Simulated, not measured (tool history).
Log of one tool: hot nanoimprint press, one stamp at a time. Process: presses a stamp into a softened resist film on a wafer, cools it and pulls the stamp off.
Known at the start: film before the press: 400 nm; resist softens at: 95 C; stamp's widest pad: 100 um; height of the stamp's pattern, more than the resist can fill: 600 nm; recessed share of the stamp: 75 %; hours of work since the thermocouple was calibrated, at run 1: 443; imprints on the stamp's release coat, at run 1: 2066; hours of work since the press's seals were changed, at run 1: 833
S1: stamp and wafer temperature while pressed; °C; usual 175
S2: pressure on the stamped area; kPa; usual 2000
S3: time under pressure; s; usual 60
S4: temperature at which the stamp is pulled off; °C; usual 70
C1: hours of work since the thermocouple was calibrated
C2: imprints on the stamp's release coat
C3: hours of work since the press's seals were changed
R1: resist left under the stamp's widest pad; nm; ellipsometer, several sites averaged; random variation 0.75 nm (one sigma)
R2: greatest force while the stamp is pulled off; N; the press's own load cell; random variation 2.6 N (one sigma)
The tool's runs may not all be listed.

run,hour,S1,S2,S3,S4,C1,C2,C3,R1,R2
1,0,175,2000,60,70,443,2066,833,186.6,120
# hour 33.4: plate thermocouple calibrated
2,41.2,175,2000,60,70,4,2223,852,186.9,120
3,70.4,175,2000,60,70,19,2343,867,185.5,126
# hour 107.2: stamp cleaned and given a new release coat
4,110.9,175,2000,60,70,37,15,885,186.5,120
5,148.9,175,2000,60,70,56,172,905,186.6,113
6,180.8,175,2000,60,70,73,303,921,186.4,122
7,224.1,175,2000,60,70,95,481,944,186.4,122
8,263.4,175,2000,60,70,116,643,964,188,122
9,286.6,175,2000,60,70,127,739,976,185.8,125
10,305.9,175,2000,60,70,137,819,986,185.6,123
11,347.3,175,2000,60,70,159,990,1007,187.1,122
# hour 368.2: press's hydraulic seals changed and the load cell set to zero
12,400.8,175,2000,60,67,182,1177,17,187.5,121
13,441.7,175,2000,60,67,203,1346,38,186.6,125
14,486.2,175,2000,60,67,226,1529,61,187.4,128
15,511.4,175,2000,79,70,239,1633,74,167.7,120
16,554.9,175,2000,79,70,262,1813,96,168.9,124
17,584.3,175,2160,46,70,277,1934,111,199.3,123
18,620.4,181,1200,46,62,296,2083,130,209.8,134
19,653.1,181,1370,45,61,312,2217,147,202.5,136
20,687.5,181,1370,45,61,330,2359,165,203.7,133
# hour 719: stamp cleaned and given a new release coat
21,730,186,2000,60,70,349,45,184,130.7,119
22,749.1,176,2000,86,70,359,124,193,157.9,119
23,773.5,174,2000,86,62,371,224,206,169,131
24,817.8,174,2000,86,62,394,407,229,169.5,127
25,855.6,174,3050,86,62,414,563,248,140.5,132
26,895.9,174,1240,49,62,435,729,269,249.1,131
27,930,174,1240,72,64,452,869,287,218.8,128
# hour 948.2: plate thermocouple calibrated
28,953.8,183,2000,60,73,3,955,297,144.5,113
29,990.2,175,2000,60,69,22,1106,316,189.3,126
30,1010.7,184,2820,37,69,32,1190,327,148.6,128
31,1033,184,2820,37,69,44,1282,338,147.9,119

Forecast each of these 3 alternatives for the next run:
A,1079.3,167,1630,50,69,68,1473,362,?,?
B,1079.3,172,1260,60,70,68,1473,362,?,?
C,1079.3,184,2000,89,60,68,1473,362,?,?

run,R1,R2
A,273.7,124
B,246.1,124
C,118.3,128
Without the tool's hidden state the same runs would have given:
run,R1,R2
A,269.3,123
B,242.2,124
C,116.5,127
